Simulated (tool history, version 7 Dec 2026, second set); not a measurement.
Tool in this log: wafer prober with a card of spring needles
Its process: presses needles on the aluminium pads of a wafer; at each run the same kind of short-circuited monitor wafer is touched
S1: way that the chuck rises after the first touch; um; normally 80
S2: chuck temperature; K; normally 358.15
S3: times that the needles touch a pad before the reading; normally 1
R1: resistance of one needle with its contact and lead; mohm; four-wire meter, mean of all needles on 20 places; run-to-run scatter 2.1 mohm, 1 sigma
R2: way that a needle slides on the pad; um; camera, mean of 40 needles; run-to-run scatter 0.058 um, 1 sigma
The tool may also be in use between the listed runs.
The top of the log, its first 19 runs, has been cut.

| run | hour | S1 | S2 | S3 | R1 | R2 |
|---|---|---|---|---|---|---|
| 20 | 178.9 | 74 | 307.15 | 1 | 294 | 17.72 |
|  | 179.8 | tips cleaned on abrasive film |
| 21 | 190.8 | 91 | 316.15 | 1 | 244 | 21.89 |
| 22 | 196.6 | 64 | 394.15 | 1 | 318 | 15.17 |
|  | 199.7 | height of the first contact set anew |
|  | 205.5 | tips cleaned on abrasive film |
| 23 | 208.3 | 80 | 347.15 | 1 | 243 | 19.82 |
| 24 | 215.8 | 80 | 347.15 | 1 | 262 | 19.76 |
| 25 | 225.3 | 62 | 306.15 | 3 | 254 | 15.36 |
|  | 230.8 | tips cleaned on abrasive film |
| 26 | 235.4 | 66 | 305.15 | 1 | 249 | 16.21 |
| 27 | 245.4 | 66 | 305.15 | 1 | 284 | 16.29 |
|  | 256.8 | tips cleaned on abrasive film |
| 28 | 257.4 | 65 | 383.15 | 1 | 256 | 15.85 |
| 29 | 265.8 | 94 | 358.15 | 1 | 248 | 23.12 |
| 30 | 278.3 | 87 | 354.15 | 1 | 269 | 21.41 |
|  | 282.4 | tips cleaned on abrasive film |
| 31 | 285.3 | 87 | 354.15 | 1 | 240 | 21.42 |
| 32 | 298.0 | 92 | 316.15 | 2 | 235 | 22.68 |
|  | 308.0 | tips cleaned on abrasive film |
| 33 | 310.9 | 68 | 354.15 | 2 | 250 | 16.75 |
| 34 | 323.8 | 92 | 310.15 | 1 | 251 | 22.69 |
|  | 334.2 | tips cleaned on abrasive film |
| 35 | 337.1 | 80 | 307.15 | 1 | 231 | 19.77 |

Forecast each of these 3 alternatives for the next run:
| A | 344.5 | 61 | 307.15 | 1 | ? | ? |
| B | 344.5 | 97 | 358.15 | 1 | ? | ? |
| C | 344.5 | 79 | 358.15 | 2 | ? | ? |

| run | R1 | R2 |
|---|---|---|
| A | 286 | 14.85 |
| B | 249 | 23.95 |
| C | 257 | 19.42 |
Had the tool no hidden state, the same runs would have come out as:
| run | R1 | R2 |
|---|---|---|
| A | 224 | 15.05 |
| B | 224 | 24.15 |
| C | 234 | 19.62 |
